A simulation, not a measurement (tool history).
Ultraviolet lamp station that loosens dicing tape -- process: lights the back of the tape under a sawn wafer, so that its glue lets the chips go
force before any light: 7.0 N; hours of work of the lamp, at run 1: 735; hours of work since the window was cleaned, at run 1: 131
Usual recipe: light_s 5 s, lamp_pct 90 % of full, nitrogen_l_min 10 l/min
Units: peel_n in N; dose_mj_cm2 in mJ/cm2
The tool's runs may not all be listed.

run	hour	light_s	lamp_pct	nitrogen_l_min	hours of work of the lamp	hours of work since the window was cleaned	peel_n	dose_mj_cm2
1	0	5	90	10	735	131	1.28	357
2	47	5	90	14	757	153	1.17	350
3	119.4	5	90	14	790	186	1.234	340
4	193.7	5	75	14	825	220	1.75	278
# hour 203.4: lamp changed
5	280.9	5	75	14	36	260	0.915	407
6	326	5	75	14	56	281	0.954	401
7	377.8	5	90	10	80	305	0.832	473
8	435.7	5	90	10	107	331	0.844	463
# hour 484.1: window cleaned of glue's vapour
9	527.4	6	90	10	149	20	0.47	619
10	593.2	6	90	10	179	50	0.488	603
11	667.5	5	90	10	214	84	0.779	486
12	728.7	5	90	10	242	113	0.81	474
13	804.1	6	90	10	276	147	0.569	555
14	894.4	6	90	10	318	189	0.608	528
15	941.2	6	90	10	340	211	0.68	521
16	999.6	5	90	10	367	237	0.956	427
17	1058.5	5	90	10	394	265	1.033	415
18	1102.5	5	90	10	414	285	1.028	404
19	1148.4	5	90	10	435	306	1.075	402
20	1231.3	5	66	10	473	344	1.822	281
# hour 1250.5: window cleaned of glue's vapour
21	1330.3	5	66	10	519	37	1.614	315
22	1396	5	66	10	549	67	1.657	306
23	1488.4	5	96	10	591	110	1.007	425
24	1564	5	96	10	626	144	1.036	416
25	1650.1	4	96	4	666	184	2.21	317
26	1692.9	9	81	9	686	204	0.542	599
27	1733.2	2	100	16	704	222	2.993	159
28	1793.5	3	90	6	732	250	3.026	208
29	1840.7	3	61	4	754	272	4.281	140
30	1922.5	3	61	4	791	310	4.433	131
# hour 2004: lamp changed
31	2010.7	3	90	10	3	350	1.802	289
# hour 2015.4: window cleaned of glue's vapour
32	2080	3	90	10	35	30	1.53	325
33	2145	5	64	5	65	60	1.757	377
34	2214.6	5	96	4	97	92	1.059	549
35	2266.7	9	98	4	121	116	0.315	998
36	2320.6	9	98	5	146	141	0.279	970
37	2401.5	6	68	10	183	178	0.944	433
38	2498.6	6	71	14	228	223	0.78	439
39	2597.4	6	71	14	273	268	0.841	418
40	2675.1	6	83	17	309	304	0.63	480

Run 41 comes next. What will it give?
41	2718.8	7	83	17	329	324	?	?

peel_n: 0.451 N
dose_mj_cm2: 543 mJ/cm2
On a tool with no hidden condition, and with the same random variation, this run would have come out at peel_n 0.239 N, dose_mj_cm2 724 mJ/cm2.
